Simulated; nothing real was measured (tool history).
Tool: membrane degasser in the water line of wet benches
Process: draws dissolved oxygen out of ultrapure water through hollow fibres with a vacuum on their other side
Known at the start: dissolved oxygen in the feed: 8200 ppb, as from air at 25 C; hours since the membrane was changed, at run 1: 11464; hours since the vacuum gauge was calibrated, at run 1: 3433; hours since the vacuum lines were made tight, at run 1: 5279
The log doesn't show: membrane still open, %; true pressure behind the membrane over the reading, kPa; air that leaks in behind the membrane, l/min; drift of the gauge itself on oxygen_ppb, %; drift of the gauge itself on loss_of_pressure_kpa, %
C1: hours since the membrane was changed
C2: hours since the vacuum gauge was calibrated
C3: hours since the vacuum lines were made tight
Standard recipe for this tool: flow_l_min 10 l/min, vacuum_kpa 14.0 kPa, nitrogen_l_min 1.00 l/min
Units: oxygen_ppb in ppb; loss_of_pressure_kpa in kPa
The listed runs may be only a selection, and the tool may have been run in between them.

{"run": 1, "hour": 0.0, "flow_l_min": 10, "vacuum_kpa": 14.0, "nitrogen_l_min": 1.0, "C1": 11464, "C2": 3433, "C3": 5279, "oxygen_ppb": 269.0, "loss_of_pressure_kpa": 58.29}
{"run": 2, "hour": 211.9, "flow_l_min": 16, "vacuum_kpa": 14.0, "nitrogen_l_min": 1.0, "C1": 11676, "C2": 3645, "C3": 5491, "oxygen_ppb": 472.7, "loss_of_pressure_kpa": 93.22}
{"run": 3, "hour": 500.4, "flow_l_min": 16, "vacuum_kpa": 14.0, "nitrogen_l_min": 1.0, "C1": 11965, "C2": 3934, "C3": 5779, "oxygen_ppb": 473.3, "loss_of_pressure_kpa": 93.86}
{"run": 4, "hour": 683.2, "flow_l_min": 10, "vacuum_kpa": 14.0, "nitrogen_l_min": 1.0, "C1": 12147, "C2": 4116, "C3": 5962, "oxygen_ppb": 268.0, "loss_of_pressure_kpa": 58.52}
{"run": 5, "hour": 857.5, "flow_l_min": 10, "vacuum_kpa": 16.3, "nitrogen_l_min": 1.0, "C1": 12322, "C2": 4291, "C3": 6136, "oxygen_ppb": 322.0, "loss_of_pressure_kpa": 58.96}
{"hour": 912.0, "done": "vacuum gauge calibrated"}
{"run": 6, "hour": 1110.4, "flow_l_min": 10, "vacuum_kpa": 16.3, "nitrogen_l_min": 1.0, "C1": 12574, "C2": 198, "C3": 6388, "oxygen_ppb": 317.1, "loss_of_pressure_kpa": 58.95}
{"run": 7, "hour": 1377.1, "flow_l_min": 10, "vacuum_kpa": 16.3, "nitrogen_l_min": 1.0, "C1": 12841, "C2": 465, "C3": 6655, "oxygen_ppb": 318.0, "loss_of_pressure_kpa": 58.99}
{"run": 8, "hour": 1666.5, "flow_l_min": 10, "vacuum_kpa": 16.3, "nitrogen_l_min": 1.0, "C1": 13130, "C2": 755, "C3": 6945, "oxygen_ppb": 318.6, "loss_of_pressure_kpa": 58.82}
{"run": 9, "hour": 1928.1, "flow_l_min": 10, "vacuum_kpa": 16.3, "nitrogen_l_min": 1.0, "C1": 13392, "C2": 1016, "C3": 7206, "oxygen_ppb": 319.7, "loss_of_pressure_kpa": 58.59}
{"run": 10, "hour": 2200.9, "flow_l_min": 10, "vacuum_kpa": 16.3, "nitrogen_l_min": 1.0, "C1": 13664, "C2": 1289, "C3": 7479, "oxygen_ppb": 319.1, "loss_of_pressure_kpa": 58.59}
{"run": 11, "hour": 2483.6, "flow_l_min": 10, "vacuum_kpa": 16.3, "nitrogen_l_min": 1.0, "C1": 13947, "C2": 1572, "C3": 7762, "oxygen_ppb": 319.4, "loss_of_pressure_kpa": 58.67}
{"run": 12, "hour": 2768.2, "flow_l_min": 10, "vacuum_kpa": 16.3, "nitrogen_l_min": 1.0, "C1": 14232, "C2": 1856, "C3": 8046, "oxygen_ppb": 322.7, "loss_of_pressure_kpa": 58.91}
{"run": 13, "hour": 2995.7, "flow_l_min": 10, "vacuum_kpa": 16.3, "nitrogen_l_min": 1.0, "C1": 14459, "C2": 2084, "C3": 8274, "oxygen_ppb": 321.0, "loss_of_pressure_kpa": 59.18}
{"hour": 3210.5, "done": "seals of the vacuum lines changed"}
{"run": 14, "hour": 3279.6, "flow_l_min": 10, "vacuum_kpa": 14.4, "nitrogen_l_min": 1.0, "C1": 14741, "C2": 2366, "C3": 69, "oxygen_ppb": 272.2, "loss_of_pressure_kpa": 59.1}
{"run": 15, "hour": 3557.3, "flow_l_min": 13, "vacuum_kpa": 14.0, "nitrogen_l_min": 1.0, "C1": 15019, "C2": 2643, "C3": 347, "oxygen_ppb": 358.7, "loss_of_pressure_kpa": 77.1}
{"run": 16, "hour": 3865.5, "flow_l_min": 13, "vacuum_kpa": 14.0, "nitrogen_l_min": 1.0, "C1": 15327, "C2": 2952, "C3": 655, "oxygen_ppb": 361.8, "loss_of_pressure_kpa": 76.91}
{"run": 17, "hour": 4116.6, "flow_l_min": 11, "vacuum_kpa": 14.0, "nitrogen_l_min": 1.0, "C1": 15578, "C2": 3203, "C3": 906, "oxygen_ppb": 295.8, "loss_of_pressure_kpa": 65.44}
{"run": 18, "hour": 4299.0, "flow_l_min": 7, "vacuum_kpa": 14.0, "nitrogen_l_min": 0.63, "C1": 15761, "C2": 3385, "C3": 1089, "oxygen_ppb": 280.7, "loss_of_pressure_kpa": 41.54}
{"run": 19, "hour": 4596.9, "flow_l_min": 7, "vacuum_kpa": 14.0, "nitrogen_l_min": 0.63, "C1": 16059, "C2": 3683, "C3": 1386, "oxygen_ppb": 281.2, "loss_of_pressure_kpa": 41.62}
{"run": 20, "hour": 4752.7, "flow_l_min": 6, "vacuum_kpa": 14.0, "nitrogen_l_min": 0.63, "C1": 16214, "C2": 3839, "C3": 1542, "oxygen_ppb": 245.6, "loss_of_pressure_kpa": 35.88}

The next listed run, before its measurement:
{"run": 21, "hour": 4937.8, "flow_l_min": 10, "vacuum_kpa": 14.7, "nitrogen_l_min": 1.0, "C1": 16399, "C2": 4024, "C3": 1727, "oxygen_ppb": "?", "loss_of_pressure_kpa": "?"}

{"run 21": {"oxygen_ppb": 283.6, "loss_of_pressure_kpa": 59.4}}
Take away the tool's hidden state, keep the run-to-run variation as it was, and the same run would have given oxygen_ppb 273.6 ppb, loss_of_pressure_kpa 55.55 kPa.
